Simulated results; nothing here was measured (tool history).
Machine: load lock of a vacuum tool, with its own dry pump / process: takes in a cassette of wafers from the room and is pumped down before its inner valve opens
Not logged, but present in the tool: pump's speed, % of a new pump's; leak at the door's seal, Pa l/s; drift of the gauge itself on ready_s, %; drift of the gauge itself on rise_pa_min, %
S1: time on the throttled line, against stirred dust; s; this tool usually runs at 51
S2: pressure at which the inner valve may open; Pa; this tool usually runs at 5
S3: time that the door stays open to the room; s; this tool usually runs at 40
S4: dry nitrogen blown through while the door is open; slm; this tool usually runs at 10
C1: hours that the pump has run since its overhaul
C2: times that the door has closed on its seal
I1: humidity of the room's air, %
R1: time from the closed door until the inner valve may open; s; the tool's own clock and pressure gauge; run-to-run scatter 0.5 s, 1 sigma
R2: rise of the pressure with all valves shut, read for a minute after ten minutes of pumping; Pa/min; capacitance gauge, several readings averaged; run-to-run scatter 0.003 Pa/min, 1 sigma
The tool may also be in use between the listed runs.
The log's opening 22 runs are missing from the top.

run      day  S1  S2   S3  S4     C1     C2    I1     R1     R2
 23  196.375  51   5  169  10   8549  27126  46.7   99.5  0.144
 24  207.921  92   5   95  39   8827  28005  46.1    134  0.119
 25  217.367  49   5   62  11   9053  28724  43.7   99.3   0.13
 26  228.579  49   5   62  11   9322  29578  46.9    100  0.138
 27  234.029  49   5   62  11   9453  29993  49.8   99.5  0.136
 28  239.338  51   5   40  17   9580  30397  43.8  100.5  0.133
 29  245.204  51   5   40  17   9721  30844  43.2  100.7  0.134
 30  257.508  35   5   40  22  10017  31781  42.8   88.7  0.129
 31  263.762  35   6  147  22  10167  32257  48.5   87.7  0.164
 32  273.254  35   5  132  22  10394  32980  41.5   88.5  0.156
 33  285.729  35   5  114  11  10694  33930  47.6   88.8  0.164
 34  298.479  75   7  114  11  11000  34901  48.3  118.5  0.177
 35      309  75  10   61   6  11252  35702  44.9  115.7  0.169
 36  317.633  76  10   25   6  11460  36359  44.4  117.5  0.165
 37  325.496  76  10   58  14  11648  36958    45  116.6  0.165

Alternative continuations, all from the tool just after run 37; predict every row:
  A  334.667  52   4   40  29  11868  37657    44   ?   ?
  B  334.667  76   9   58  14  11868  37657  47.6   ?   ?
  C  334.667  76   7  103  14  11868  37657  41.4   ?   ?

run     R1     R2
  A  104.3  0.167
  B  118.1  0.175
  C  119.6  0.186
With no hidden state in the tool, these same runs would have given:
run     R1     R2
  A     99  0.018
  B  113.8  0.029
  C  115.2  0.037
